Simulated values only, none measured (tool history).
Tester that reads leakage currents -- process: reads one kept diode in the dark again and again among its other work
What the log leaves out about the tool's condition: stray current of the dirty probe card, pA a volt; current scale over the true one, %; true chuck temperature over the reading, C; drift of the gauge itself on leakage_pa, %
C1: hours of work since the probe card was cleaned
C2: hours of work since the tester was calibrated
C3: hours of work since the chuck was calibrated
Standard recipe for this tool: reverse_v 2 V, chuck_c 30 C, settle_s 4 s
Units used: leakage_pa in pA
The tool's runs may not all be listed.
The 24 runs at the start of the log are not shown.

run 25 hour=720.2 | reverse_v=3.15 chuck_c=53 settle_s=0.34 | C1=580 C2=1408 C3=526 | leakage_pa=652.48
run 26 hour=736.6 | reverse_v=2.31 chuck_c=53 settle_s=5.02 | C1=592 C2=1420 C3=539 | leakage_pa=587.29
run 27 hour=753.1 | reverse_v=2.17 chuck_c=40 settle_s=4.64 | C1=604 C2=1432 C3=551 | leakage_pa=249.16
run 28 hour=784 | reverse_v=2.17 chuck_c=40 settle_s=4.64 | C1=628 C2=1456 C3=574 | leakage_pa=249.58
run 29 hour=814 | reverse_v=2.17 chuck_c=40 settle_s=4.64 | C1=650 C2=1478 C3=597 | leakage_pa=248.57
run 30 hour=831.5 | reverse_v=18.84 chuck_c=35 settle_s=0.39 | C1=663 C2=1491 C3=610 | leakage_pa=356.86
run 31 hour=847.8 | reverse_v=18.84 chuck_c=35 settle_s=0.39 | C1=676 C2=1504 C3=622 | leakage_pa=355.9
run 32 hour=865.8 | reverse_v=4.73 chuck_c=30 settle_s=0.36 | C1=689 C2=1517 C3=636 | leakage_pa=159.65
run 33 hour=891.9 | reverse_v=4.73 chuck_c=48 settle_s=0.36 | C1=709 C2=1537 C3=655 | leakage_pa=539.19
run 34 hour=919.1 | reverse_v=2 chuck_c=31 settle_s=6.61 | C1=729 C2=1557 C3=676 | leakage_pa=129.66
run 35 hour=953.6 | reverse_v=2 chuck_c=44 settle_s=4 | C1=755 C2=1583 C3=702 | leakage_pa=316.17
run 36 hour=969.8 | reverse_v=2 chuck_c=39 settle_s=4 | C1=767 C2=1595 C3=714 | leakage_pa=224.71
run 37 hour=989.3 | reverse_v=11.08 chuck_c=26 settle_s=1.75 | C1=782 C2=1610 C3=728 | leakage_pa=156.4
run 38 hour=1017.7 | reverse_v=11.08 chuck_c=26 settle_s=1.75 | C1=803 C2=1631 C3=750 | leakage_pa=155.77
-- hour=1032.3 chuck's temperature calibrated
run 39 hour=1047 | reverse_v=7.21 chuck_c=51 settle_s=1.75 | C1=824 C2=1652 C3=11 | leakage_pa=747.49
run 40 hour=1068.1 | reverse_v=7.21 chuck_c=51 settle_s=1.75 | C1=840 C2=1668 C3=27 | leakage_pa=745.72
run 41 hour=1094.3 | reverse_v=9.35 chuck_c=41 settle_s=6.05 | C1=859 C2=1687 C3=47 | leakage_pa=423.63

Each row is a separate what-if for the run after 41, all from the same tool condition, not one after another. Results?
run A hour=1122.6 | reverse_v=1.57 chuck_c=36 settle_s=5.15 | C1=881 C2=1708 C3=68 | leakage_pa=?
run B hour=1122.6 | reverse_v=3.06 chuck_c=43 settle_s=6.05 | C1=881 C2=1708 C3=68 | leakage_pa=?
run C hour=1122.6 | reverse_v=1.5 chuck_c=33 settle_s=8.95 | C1=881 C2=1708 C3=68 | leakage_pa=?

run=A leakage_pa=170
run=B leakage_pa=340.1
run=C leakage_pa=136.09
Without the tool's hidden state the same runs would have given:
run=A leakage_pa=169.97
run=B leakage_pa=340.05
run=C leakage_pa=136.06

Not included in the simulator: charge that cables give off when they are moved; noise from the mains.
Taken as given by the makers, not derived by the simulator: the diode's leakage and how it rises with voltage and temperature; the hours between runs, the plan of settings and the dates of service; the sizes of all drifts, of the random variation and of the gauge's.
